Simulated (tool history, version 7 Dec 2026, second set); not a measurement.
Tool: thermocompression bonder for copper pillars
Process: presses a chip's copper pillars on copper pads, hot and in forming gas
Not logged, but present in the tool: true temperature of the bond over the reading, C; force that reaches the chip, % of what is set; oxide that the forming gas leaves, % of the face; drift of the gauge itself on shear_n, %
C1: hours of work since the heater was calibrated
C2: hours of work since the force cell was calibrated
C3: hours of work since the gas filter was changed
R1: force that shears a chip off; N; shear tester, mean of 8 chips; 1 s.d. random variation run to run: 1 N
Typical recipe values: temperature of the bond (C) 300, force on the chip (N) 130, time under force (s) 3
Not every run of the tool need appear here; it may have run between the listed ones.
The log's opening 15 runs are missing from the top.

Run 16, hour 792.3: usual settings; C1 855; C2 413; C3 55. Result: R1 79.7 N.
Run 17, hour 831.2: usual settings; C1 884; C2 442; C3 84. Result: R1 77.4 N.
Run 18, hour 886.3: usual settings; C1 924; C2 482; C3 124. Result: R1 77.8 N.
Run 19, hour 924.4: usual settings but force on the chip (N) 132, time under force (s) 6; C1 953; C2 510; C3 152. Result: R1 91.2 N.
Run 20, hour 997.2: usual settings but temperature of the bond (C) 316, force on the chip (N) 91; C1 1006; C2 564; C3 206. Result: R1 64.1 N.
At hour 1051.9: forming gas filter changed.
At hour 1061.3: heater calibrated with a thermocouple chip.
Run 21, hour 1061.3: usual settings but temperature of the bond (C) 297, force on the chip (N) 119, time under force (s) 2; C1 0; C2 609; C3 5. Result: R1 70.9 N.
Run 22, hour 1103.1: usual settings but temperature of the bond (C) 282, force on the chip (N) 109, time under force (s) 2; C1 31; C2 640; C3 36. Result: R1 55.2 N.
Run 23, hour 1151: usual settings but temperature of the bond (C) 282, force on the chip (N) 109, time under force (s) 2; C1 66; C2 675; C3 71. Result: R1 54.3 N.
Run 24, hour 1191.5: usual settings but temperature of the bond (C) 298; C1 96; C2 705; C3 101. Result: R1 81.2 N.
Run 25, hour 1245.5: usual settings but temperature of the bond (C) 319, force on the chip (N) 108; C1 136; C2 745; C3 141. Result: R1 79.4 N.
Run 26, hour 1294.8: usual settings but temperature of the bond (C) 315, force on the chip (N) 98; C1 172; C2 781; C3 177. Result: R1 70.9 N.
Run 27, hour 1352: usual settings but temperature of the bond (C) 289; C1 214; C2 823; C3 219. Result: R1 70 N.
At hour 1391.5: forming gas filter changed.
Run 28, hour 1393.2: usual settings but temperature of the bond (C) 285; C1 244; C2 853; C3 1. Result: R1 74.6 N.
Run 29, hour 1460.9: usual settings but temperature of the bond (C) 285; C1 294; C2 903; C3 51. Result: R1 72.9 N.
Run 30, hour 1514.5: usual settings but temperature of the bond (C) 285; C1 333; C2 942; C3 90. Result: R1 72.5 N.
Run 31, hour 1546.4: usual settings but temperature of the bond (C) 285, force on the chip (N) 112; C1 356; C2 966; C3 114. Result: R1 62.9 N.
Run 32, hour 1580: usual settings but temperature of the bond (C) 286, time under force (s) 6; C1 381; C2 990; C3 139. Result: R1 85 N.
Run 33, hour 1619.1: usual settings but temperature of the bond (C) 305, time under force (s) 6; C1 410; C2 1019; C3 167. Result: R1 95.3 N.
Run 34, hour 1683: usual settings but temperature of the bond (C) 293; C1 457; C2 1066; C3 214. Result: R1 70.7 N.
Run 35, hour 1723.6: usual settings but temperature of the bond (C) 303, force on the chip (N) 118; C1 487; C2 1096; C3 244. Result: R1 70.8 N.

Each row is a separate what-if for the run after 35, all from the same tool condition, not one after another. Results?
At hour 1728.6: forming gas filter changed.
Run A, hour 1768.7: usual settings but time under force (s) 2; C1 520; C2 1129; C3 30. Result: R1 ?.
At hour 1728.6: forming gas filter changed.
Run B, hour 1768.7: usual settings but temperature of the bond (C) 281, force on the chip (N) 92, time under force (s) 2; C1 520; C2 1129; C3 30. Result: R1 ?.
At hour 1728.6: forming gas filter changed.
Run C, hour 1768.7: usual settings but force on the chip (N) 121; C1 520; C2 1129; C3 30. Result: R1 ?.

run    R1
  A  69.7
  B  45.3
  C  76.7
Without the tool's hidden state the same runs would have given:
run    R1
  A    77
  B  51.2
  C  84.3

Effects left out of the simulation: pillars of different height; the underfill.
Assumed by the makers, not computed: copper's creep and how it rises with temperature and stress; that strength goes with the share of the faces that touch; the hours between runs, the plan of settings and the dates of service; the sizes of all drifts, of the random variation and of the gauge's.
